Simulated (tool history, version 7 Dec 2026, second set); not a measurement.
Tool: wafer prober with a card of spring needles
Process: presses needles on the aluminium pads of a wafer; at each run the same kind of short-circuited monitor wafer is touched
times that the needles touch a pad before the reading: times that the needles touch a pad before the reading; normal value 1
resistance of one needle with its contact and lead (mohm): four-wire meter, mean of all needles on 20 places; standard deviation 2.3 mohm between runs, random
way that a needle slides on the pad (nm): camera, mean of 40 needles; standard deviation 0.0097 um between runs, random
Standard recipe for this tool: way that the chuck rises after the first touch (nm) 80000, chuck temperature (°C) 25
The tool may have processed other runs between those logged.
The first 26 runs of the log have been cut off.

run   hour  way that the chuck rises after the first touch (nm)  chuck temperature (°C)  times that the needles touch a pad before the reading  touches since the tips were cleaned  cleanings since the card got new needles  touches since the first contact's height was set  resistance of one needle with its contact and lead (mohm)  way that a needle slides on the pad (nm)
     446.3  -- tips cleaned on abrasive film
 27  455.8                                                92000                     101                                                      1                                 3259                                        48                                             19727                                                        270                                     14239
       468  -- tips cleaned on abrasive film
 28  478.9                                                64000                      76                                                      1                                 3725                                        49                                             27586                                                        267                                      9916
     489.6  -- tips cleaned on abrasive film
 29  492.4                                                64000                      76                                                      1                                  976                                        50                                             32199                                                        272                                      9904
 30  503.4                                                64000                      76                                                      1                                 4720                                        50                                             35943                                                        271                                      9905
       511  -- tips cleaned on abrasive film
 31  519.4                                                64000                      76                                                      1                                 2890                                        51                                             41390                                                        270                                      9909
 32  531.2                                                86000                      57                                                      2                                 6905                                        51                                             45405                                                        262                                     13323
     532.9  -- tips cleaned on abrasive film
 33  541.1                                                86000                      57                                                      2                                 2773                                        52                                             48757                                                        262                                     13312
     554.1  -- tips cleaned on abrasive film
 34  556.6                                                81000                      85                                                      3                                  850                                        53                                             54024                                                        270                                     12535

Here are 3 independent what-if runs from the current tool condition. What would each one return?
  A  571.6                                                84000                      25                                                      1                                 6012                                        53                                             59186                                                          ?                                         ?
  B  571.6                                                81000                      28                                                      3                                 6012                                        53                                             59186                                                          ?                                         ?
  C  571.6                                                64000                     110                                                      2                                 6012                                        53                                             59186                                                          ?                                         ?

run  resistance of one needle with its contact and lead (mohm)  way that a needle slides on the pad (nm)
  A                                                        253                                     12995
  B                                                        253                                     12540
  C                                                        286                                      9917
With the hidden condition removed and each run's random variation left untouched, the same runs would have given:
run  resistance of one needle with its contact and lead (mohm)  way that a needle slides on the pad (nm)
  A                                                        252                                     12996
  B                                                        253                                     12540
  C                                                        285                                      9918
